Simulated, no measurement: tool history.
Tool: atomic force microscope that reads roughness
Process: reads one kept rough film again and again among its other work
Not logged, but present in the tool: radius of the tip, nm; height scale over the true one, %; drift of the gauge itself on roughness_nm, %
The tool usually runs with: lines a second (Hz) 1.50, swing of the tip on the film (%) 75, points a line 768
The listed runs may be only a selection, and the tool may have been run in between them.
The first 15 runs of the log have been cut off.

run   hour  lines a second (Hz)  swing of the tip on the film (%)  points a line  pictures with this tip  hours of work since the height scale was calibrated  roughness of the kept film (nm (root mean square))
 16  204.5                 1.50                                75            788                      57                                                  419                                               2.139
 17  212.9                 0.53                                75            768                      65                                                  423                                               2.185
 18  227.2                 0.53                                75            768                      79                                                  431                                               2.066
 19  243.6                 1.50                                75            653                      95                                                  439                                               1.824
 20  254.3                 0.95                                74            574                     106                                                  444                                               1.836
 21  265.7                 0.95                                74            574                     117                                                  450                                               1.742
     269.8  -- new tip fitted
 22  274.7                 2.76                                75            768                       4                                                  454                                               2.558
 23  283.5                 2.76                                75            768                      13                                                  459                                               2.420
 24  301.7                 1.86                                72            690                      31                                                  468                                               2.361
 25  310.8                 1.86                                72            690                      40                                                  473                                               2.278
 26  326.2                 0.52                                75            563                      55                                                  481                                               2.225
 27  337.6                 0.52                                75            563                      66                                                  486                                               2.119
 28  352.0                 2.92                                76            761                      80                                                  494                                               1.741
 29  360.8                 2.92                                76            761                      89                                                  498                                               1.680
 30  375.7                 2.51                                81            476                     104                                                  506                                               1.541
 31  385.1                 2.51                                89            362                     113                                                  510                                               1.372
     393.0  -- new tip fitted
 32  401.8                 1.50                                88            873                       9                                                  518                                               2.523
 33  413.7                 1.50                                88            873                      21                                                  524                                               2.344
 34  431.9                 1.50                                88            873                      39                                                  534                                               2.135
 35  445.6                 1.50                                88            935                      52                                                  541                                               1.996
 36  456.1                 1.50                                88            935                      62                                                  546                                               1.926
 37  468.0                 1.50                                88            935                      74                                                  552                                               1.846

Branching from run 37: 5 alternative next runs. What would each branch give?
  A  486.4                 2.64                                60            400                      92                                                  561                                                   ?
  B  486.4                 1.50                                82            935                      92                                                  561                                                   ?
  C  486.4                 2.35                                88            334                      92                                                  561                                                   ?
  D  486.4                 1.74                                72            935                      92                                                  561                                                   ?
  E  486.4                 0.72                                63            935                      92                                                  561                                                   ?

run  roughness of the kept film (nm (root mean square))
  A                                               1.866
  B                                               1.784
  C                                               1.538
  D                                               1.838
  E                                               1.986
With no hidden state in the tool, these same runs would have given:
run  roughness of the kept film (nm (root mean square))
  A                                               2.929
  B                                               2.797
  C                                               2.416
  D                                               2.884
  E                                               3.118
